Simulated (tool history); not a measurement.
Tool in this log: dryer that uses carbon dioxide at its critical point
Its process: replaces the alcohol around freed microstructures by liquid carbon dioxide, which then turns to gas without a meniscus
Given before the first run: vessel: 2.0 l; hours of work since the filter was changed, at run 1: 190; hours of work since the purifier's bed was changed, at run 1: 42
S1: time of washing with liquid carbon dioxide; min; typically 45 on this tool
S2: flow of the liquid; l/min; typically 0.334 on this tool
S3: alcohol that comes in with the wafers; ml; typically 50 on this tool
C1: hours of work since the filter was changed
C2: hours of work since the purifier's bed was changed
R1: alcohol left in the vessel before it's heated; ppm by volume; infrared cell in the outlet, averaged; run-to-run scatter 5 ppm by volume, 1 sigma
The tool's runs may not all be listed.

run 1 day=0.000 | S1=45 S2=0.334 S3=50 | C1=190 C2=42 | R1=51
run 2 day=0.408 | S1=45 S2=0.336 S3=50 | C1=197 C2=49 | R1=63
run 3 day=0.821 | S1=45 S2=0.334 S3=50 | C1=204 C2=56 | R1=55
run 4 day=1.083 | S1=45 S2=0.334 S3=74 | C1=208 C2=61 | R1=76
run 5 day=1.321 | S1=40 S2=0.334 S3=50 | C1=212 C2=65 | R1=110
run 6 day=1.667 | S1=40 S2=0.334 S3=50 | C1=218 C2=71 | R1=102
run 7 day=2.008 | S1=40 S2=0.334 S3=50 | C1=224 C2=77 | R1=119
run 8 day=2.392 | S1=40 S2=0.334 S3=50 | C1=231 C2=83 | R1=112
run 9 day=2.692 | S1=40 S2=0.334 S3=50 | C1=236 C2=89 | R1=116
run 10 day=2.967 | S1=40 S2=0.334 S3=50 | C1=241 C2=93 | R1=115

Run 11 has not been measured yet. What should we expect?
run 11 day=3.379 | S1=31 S2=0.344 S3=83 | C1=248 C2=100 | R1=?

Run 11 produced R1 531 ppm by volume.
Were there no unlogged condition in the tool, this run, its random variation unchanged, would have produced R1 317 ppm by volume.
